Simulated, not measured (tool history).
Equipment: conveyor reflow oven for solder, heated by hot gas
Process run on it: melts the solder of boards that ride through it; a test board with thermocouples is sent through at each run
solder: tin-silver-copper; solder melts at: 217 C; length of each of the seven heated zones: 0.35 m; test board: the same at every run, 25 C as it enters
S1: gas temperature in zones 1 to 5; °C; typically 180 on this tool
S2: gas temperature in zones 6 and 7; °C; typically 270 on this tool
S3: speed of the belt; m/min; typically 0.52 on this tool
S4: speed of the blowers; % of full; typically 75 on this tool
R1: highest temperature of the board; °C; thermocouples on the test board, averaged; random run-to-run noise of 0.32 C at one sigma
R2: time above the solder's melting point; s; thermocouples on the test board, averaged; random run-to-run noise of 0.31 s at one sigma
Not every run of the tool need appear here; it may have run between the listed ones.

run 1 hour=0 | S1=180 S2=270 S3=0.52 S4=75 | R1=259.4 R2=68.3
run 2 hour=13.9 | S1=180 S2=270 S3=0.52 S4=66 | R1=258.5 R2=67.8
run 3 hour=23.7 | S1=180 S2=270 S3=0.52 S4=66 | R1=257.6 R2=67.8
run 4 hour=34.6 | S1=180 S2=270 S3=0.52 S4=75 | R1=259.4 R2=68.9
run 5 hour=46.3 | S1=180 S2=270 S3=0.52 S4=75 | R1=259.1 R2=68
run 6 hour=56.6 | S1=180 S2=270 S3=0.52 S4=75 | R1=259.3 R2=68.3
run 7 hour=71.1 | S1=180 S2=265 S3=0.52 S4=75 | R1=254.9 R2=65.5
run 8 hour=82.3 | S1=180 S2=265 S3=0.52 S4=71 | R1=254.1 R2=64.7
run 9 hour=94.2 | S1=180 S2=270 S3=0.572 S4=75 | R1=256.9 R2=60.2
run 10 hour=100.9 | S1=180 S2=270 S3=0.572 S4=75 | R1=256.5 R2=59.7
run 11 hour=116.7 | S1=180 S2=270 S3=0.52 S4=64 | R1=257.1 R2=66.6
run 12 hour=130 | S1=180 S2=270 S3=0.52 S4=64 | R1=257.2 R2=66.6
run 13 hour=145.7 | S1=180 S2=278 S3=0.52 S4=75 | R1=266.8 R2=72.3
run 14 hour=161.7 | S1=180 S2=270 S3=0.52 S4=75 | R1=259.2 R2=68.1
run 15 hour=173.2 | S1=180 S2=270 S3=0.52 S4=75 | R1=258.8 R2=68.4
run 16 hour=183.8 | S1=176 S2=267 S3=0.618 S4=60 | R1=246.8 R2=46.5
run 17 hour=199.1 | S1=176 S2=267 S3=0.618 S4=60 | R1=246.8 R2=46.5
run 18 hour=214 | S1=166 S2=281 S3=0.52 S4=60 | R1=263.7 R2=65.4
run 19 hour=223.7 | S1=166 S2=284 S3=0.52 S4=60 | R1=266.1 R2=66.5
run 20 hour=232.6 | S1=182 S2=270 S3=0.543 S4=75 | R1=257.8 R2=65.2
run 21 hour=239.7 | S1=188 S2=272 S3=0.52 S4=75 | R1=262 R2=73.3
run 22 hour=246.9 | S1=188 S2=272 S3=0.52 S4=75 | R1=262 R2=72.7
run 23 hour=258.9 | S1=180 S2=270 S3=0.566 S4=75 | R1=256.2 R2=60.4
run 24 hour=269.2 | S1=186 S2=270 S3=0.566 S4=75 | R1=257.8 R2=64
run 25 hour=280.5 | S1=186 S2=270 S3=0.566 S4=75 | R1=257.3 R2=63.5
run 26 hour=289.2 | S1=180 S2=262 S3=0.52 S4=75 | R1=251.7 R2=63.1
-- hour=304.9 flux residue cleaned out of gas plates and filters
run 27 hour=306.5 | S1=165 S2=260 S3=0.52 S4=63 | R1=246.9 R2=53.8
run 28 hour=313.7 | S1=165 S2=260 S3=0.52 S4=63 | R1=246.6 R2=53.5
run 29 hour=329.3 | S1=165 S2=260 S3=0.52 S4=63 | R1=246.4 R2=53.8
run 30 hour=343 | S1=165 S2=260 S3=0.52 S4=63 | R1=247.3 R2=53.5

Branching from run 30: 5 alternative next runs. What would each branch give?
run A hour=356.6 | S1=180 S2=278 S3=0.52 S4=73 | R1=? R2=?
run B hour=356.6 | S1=180 S2=263 S3=0.595 S4=57 | R1=? R2=?
run C hour=356.6 | S1=165 S2=260 S3=0.52 S4=82 | R1=? R2=?
run D hour=356.6 | S1=165 S2=261 S3=0.594 S4=58 | R1=? R2=?
run E hour=356.6 | S1=189 S2=260 S3=0.52 S4=67 | R1=? R2=?

run=A R1=267.2 R2=72.9
run=B R1=246.2 R2=49.6
run=C R1=250.1 R2=57.5
run=D R1=241 R2=40.3
run=E R1=250.8 R2=67.4
With no hidden state in the tool, these same runs would have given:
run=A R1=265.8 R2=71.9
run=B R1=245 R2=48.4
run=C R1=248.8 R2=56.4
run=D R1=239.8 R2=39.1
run=E R1=249.4 R2=66.3

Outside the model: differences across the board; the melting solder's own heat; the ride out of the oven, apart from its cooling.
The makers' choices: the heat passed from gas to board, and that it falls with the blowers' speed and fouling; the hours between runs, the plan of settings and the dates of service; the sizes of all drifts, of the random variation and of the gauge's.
